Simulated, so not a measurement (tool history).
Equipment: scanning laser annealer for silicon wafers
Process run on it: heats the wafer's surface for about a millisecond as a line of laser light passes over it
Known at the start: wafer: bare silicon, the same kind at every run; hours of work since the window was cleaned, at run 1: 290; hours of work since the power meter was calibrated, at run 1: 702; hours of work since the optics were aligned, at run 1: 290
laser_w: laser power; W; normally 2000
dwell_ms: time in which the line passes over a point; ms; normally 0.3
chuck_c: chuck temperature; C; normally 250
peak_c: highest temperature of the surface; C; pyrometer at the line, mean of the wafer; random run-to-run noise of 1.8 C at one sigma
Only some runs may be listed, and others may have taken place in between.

| run | hour | laser_w | dwell_ms | chuck_c | hours of work since the window was cleaned | hours of work since the power meter was calibrated | hours of work since the optics were aligned | peak_c |
|---|---|---|---|---|---|---|---|---|
| 1 | 0 | 2000 | 0.3 | 250 | 290 | 702 | 290 | 989 |
| 2 | 56.4 | 2000 | 0.3 | 239 | 331 | 743 | 331 | 982 |
|  | 86.1 | window over the wafer cleaned |
| 3 | 123.4 | 2000 | 0.3 | 250 | 27 | 790 | 378 | 988 |
| 4 | 173.6 | 1744 | 0.3 | 250 | 63 | 826 | 414 | 896 |
| 5 | 220.3 | 2000 | 0.347 | 250 | 97 | 860 | 448 | 1040 |
| 6 | 281 | 2000 | 0.347 | 250 | 141 | 904 | 492 | 1043 |
| 7 | 353.3 | 2000 | 0.347 | 250 | 193 | 956 | 544 | 1041 |
| 8 | 419.7 | 2000 | 0.347 | 250 | 241 | 1004 | 592 | 1042 |
| 9 | 479.7 | 2000 | 0.347 | 250 | 284 | 1047 | 635 | 1045 |
| 10 | 549.9 | 2000 | 0.347 | 250 | 335 | 1098 | 686 | 1041 |
|  | 571.7 | window over the wafer cleaned |
| 11 | 600.7 | 2000 | 0.347 | 250 | 21 | 1133 | 721 | 1041 |
| 12 | 651.7 | 2000 | 0.347 | 250 | 58 | 1170 | 758 | 1042 |
| 13 | 715.7 | 2150 | 0.347 | 250 | 104 | 1216 | 804 | 1099 |
| 14 | 769.4 | 2150 | 0.347 | 250 | 143 | 1255 | 843 | 1102 |
| 15 | 804 | 2000 | 0.3 | 250 | 168 | 1280 | 868 | 989 |
| 16 | 867.4 | 2092 | 0.276 | 250 | 214 | 1326 | 914 | 994 |
| 17 | 908.3 | 2125 | 0.29 | 225 | 243 | 1355 | 943 | 992 |
| 18 | 972.5 | 1794 | 0.238 | 250 | 290 | 1402 | 990 | 842 |
| 19 | 1034 | 2088 | 0.238 | 236 | 334 | 1446 | 1034 | 919 |
|  | 1059.2 | window over the wafer cleaned |
| 20 | 1071.9 | 1856 | 0.279 | 248 | 9 | 1472 | 1060 | 914 |
| 21 | 1133 | 1959 | 0.317 | 279 | 53 | 1516 | 1104 | 1026 |
| 22 | 1180.4 | 2000 | 0.274 | 219 | 88 | 1550 | 1138 | 925 |
| 23 | 1237.7 | 1948 | 0.255 | 279 | 129 | 1592 | 1180 | 946 |
| 24 | 1290.6 | 1948 | 0.255 | 279 | 167 | 1630 | 1218 | 943 |
| 25 | 1355.9 | 1821 | 0.333 | 264 | 214 | 1677 | 1265 | 973 |
| 26 | 1423.6 | 1921 | 0.317 | 220 | 263 | 1726 | 1314 | 949 |
| 27 | 1463.4 | 2000 | 0.345 | 234 | 292 | 1755 | 1343 | 1021 |
| 28 | 1510.5 | 1811 | 0.3 | 268 | 326 | 1789 | 1377 | 940 |
|  | 1546.3 | window over the wafer cleaned |
| 29 | 1566.4 | 1811 | 0.3 | 268 | 15 | 1828 | 1416 | 941 |

Below are 3 alternative next runs, each starting from the tool's condition after run 29. Predict each:
| A | 1626.8 | 1811 | 0.225 | 282 | 58 | 1871 | 1460 | ? |
| B | 1626.8 | 1796 | 0.3 | 268 | 58 | 1871 | 1460 | ? |
| C | 1626.8 | 2000 | 0.268 | 218 | 58 | 1871 | 1460 | ? |

| run | peak_c |
|---|---|
| A | 867 |
| B | 933 |
| C | 918 |
Stripped of hidden state, with their random variation kept, the same runs would have yielded:
| run | peak_c |
|---|---|
| A | 867 |
| B | 934 |
| C | 918 |

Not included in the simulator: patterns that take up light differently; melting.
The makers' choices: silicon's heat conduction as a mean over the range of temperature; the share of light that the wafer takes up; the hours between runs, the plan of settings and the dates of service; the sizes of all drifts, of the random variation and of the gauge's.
